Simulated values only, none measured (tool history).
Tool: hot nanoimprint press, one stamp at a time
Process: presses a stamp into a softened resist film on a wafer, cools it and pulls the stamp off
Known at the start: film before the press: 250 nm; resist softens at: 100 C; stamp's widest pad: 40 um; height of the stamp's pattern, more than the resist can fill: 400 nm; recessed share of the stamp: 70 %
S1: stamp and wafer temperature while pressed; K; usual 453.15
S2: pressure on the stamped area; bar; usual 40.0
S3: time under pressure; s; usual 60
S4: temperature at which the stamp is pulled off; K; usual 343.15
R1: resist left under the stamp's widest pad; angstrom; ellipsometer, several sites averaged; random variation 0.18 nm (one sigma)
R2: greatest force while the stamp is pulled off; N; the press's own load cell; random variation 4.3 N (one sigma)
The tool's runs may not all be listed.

run,hour,S1,S2,S3,S4,R1,R2
1,0.0,453.15,40.0,60,343.15,1473,267
2,28.8,453.15,40.0,60,343.15,1470,273
3,55.3,453.15,40.0,55,343.15,1510,276
4,73.9,453.15,40.0,60,347.15,1467,256
5,103.2,453.15,40.0,60,345.15,1461,276
6,123.8,453.15,40.0,60,345.15,1467,281
7,142.5,453.15,40.0,60,345.15,1464,280
# hour 170.7: stamp cleaned and given a new release coat
8,181.6,453.15,40.0,60,345.15,1460,203
9,197.8,453.15,40.0,60,341.15,1460,226
10,216.6,453.15,40.0,60,344.15,1457,223
11,249.6,450.15,40.0,60,343.15,1614,222
12,271.8,450.15,40.0,60,343.15,1612,217
13,302.5,450.15,40.0,60,343.15,1611,233
14,320.1,450.15,40.0,60,343.15,1614,240
# hour 334.6: plate thermocouple calibrated
15,342.9,450.15,40.0,60,343.15,1660,247
16,372.1,453.15,40.0,60,343.15,1497,250
17,397.4,464.15,43.5,55,351.15,980,218
18,430.4,451.15,36.6,55,346.15,1682,259
19,460.3,451.15,32.7,58,334.15,1710,328
20,483.6,451.15,60.5,58,334.15,1418,338
21,499.2,454.15,40.0,60,333.15,1434,337
# hour 517.6: press's hydraulic seals changed and the load cell set to zero
22,523.8,454.15,40.0,60,333.15,1421,359
23,555.1,454.15,40.0,60,333.15,1417,357
24,575.4,458.15,63.4,60,343.15,1008,300
# hour 590.4: stamp cleaned and given a new release coat
25,612.9,453.15,40.0,60,350.15,1469,183
26,639.7,447.15,40.0,60,343.15,1781,224
27,659.7,453.15,40.0,43,343.15,1620,226
28,673.8,453.15,38.1,60,343.15,1485,227
29,699.5,453.15,38.1,60,343.15,1485,230
30,721.8,453.15,38.1,60,343.15,1483,231
31,742.3,453.15,38.1,60,343.15,1479,240

Measured less the same run without the tool's hidden state. The same run-to-run variation is in both; the gauge's scatter may not be:
The hidden state here: true temperature over the reading, C; pressure that arrives at the usual setting, %; grip of the stamp's worn release coat, % over a new coat's; drift of the gauge itself on residual_nm, %; drift of the gauge itself on pull_off_n, %.
run,R1,R2
1,-8,+52
2,-9,+59
3,-12,+64
4,-13,+62
5,-15,+71
6,-17,+76
7,-18,+79
8,-21,+0
9,-22,+4
10,-23,+7
11,-26,+13
12,-28,+17
13,-31,+24
14,-32,+29
15,+19,+38
16,+17,+44
17,+14,+42
18,+12,+55
19,+8,+76
20,+17,+83
21,+8,+87
22,-9,+96
23,-12,+102
24,-11,+89
25,-16,+2
26,-18,+9
27,-18,+13
28,-20,+16
29,-23,+21
30,-24,+25
31,-25,+30
